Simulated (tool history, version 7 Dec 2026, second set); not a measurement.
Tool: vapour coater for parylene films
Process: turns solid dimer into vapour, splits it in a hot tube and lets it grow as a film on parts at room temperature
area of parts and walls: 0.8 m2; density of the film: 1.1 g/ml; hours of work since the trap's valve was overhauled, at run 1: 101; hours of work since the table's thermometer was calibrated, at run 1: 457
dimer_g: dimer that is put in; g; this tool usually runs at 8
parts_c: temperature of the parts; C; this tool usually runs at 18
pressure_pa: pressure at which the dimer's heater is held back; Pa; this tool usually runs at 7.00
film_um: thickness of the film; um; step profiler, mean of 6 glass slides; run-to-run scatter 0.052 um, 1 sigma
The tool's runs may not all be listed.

run   hour  dimer_g  parts_c  pressure_pa  hours of work since the trap's valve was overhauled  hours of work since the table's thermometer was calibrated  film_um
  1    0.0        8       18         7.00                                                  101                                                         457     5.94
  2   17.5        8       15         7.00                                                  108                                                         465     6.37
  3   35.4        8       18         7.00                                                  116                                                         473     6.03
  4   68.8        8       18         7.00                                                  130                                                         487     5.95
  5   87.6        8       18         7.00                                                  138                                                         495     5.93
  6  105.2        8       20         7.00                                                  146                                                         503     5.72
  7  128.7        8       20         7.00                                                  156                                                         513     5.71
  8  158.7        8       20         7.00                                                  169                                                         526     5.74
  9  183.0        8       20         7.00                                                  180                                                         537     5.72
 10  226.2        8       20         7.00                                                  198                                                         555     5.62
 11  267.7        8       20         7.00                                                  216                                                         573     5.72
 12  286.2        8       20         7.00                                                  224                                                         581     5.79
 13  328.2        8       20         6.46                                                  242                                                         599     5.71
 14  349.5        8       20         6.46                                                  252                                                         609     5.74
 15  385.1        7       21         4.98                                                  267                                                         624     5.07
 16  403.6        9       18         7.00                                                  275                                                         632     6.85
     411.5  -- trap's valve overhauled
 17  442.7        4       18         6.64                                                   13                                                         647     3.00
 18  486.0       13       18         7.00                                                   32                                                         666     9.76
 19  513.3       13       18         7.00                                                   44                                                         678     9.61
 20  537.0        3       16         9.00                                                   54                                                         688     2.26
 21  564.4        3       16         9.00                                                   66                                                         700     2.31
 22  591.5        3       27         9.00                                                   78                                                         711     1.76
 23  619.9        3       27         9.00                                                   90                                                         724     1.74
 24  639.1       11       10         7.40                                                   98                                                         732     9.86
 25  670.6       11       10         7.40                                                  112                                                         746     9.82
 26  702.9       11       10         7.40                                                  126                                                         760    10.12
 27  743.8        8       18         2.82                                                  144                                                         777     6.78

Each row is a separate what-if for the run after 27, all from the same tool condition, not one after another. Results?
  A  768.7        3       18         2.91                                                  154                                                         788        ?
  B  768.7        6       18         8.07                                                  154                                                         788        ?
  C  768.7       13       12         2.52                                                  154                                                         788        ?
  D  768.7        7       18         2.48                                                  154                                                         788        ?
  E  768.7        7       18        11.47                                                  154                                                         788        ?

run  film_um
  A     2.61
  B     4.35
  C    13.16
  D     6.12
  E     4.88
What these runs would have given with no unlogged condition in the tool:
run  film_um
  A     2.61
  B     4.36
  C    13.19
  D     6.13
  E     4.89
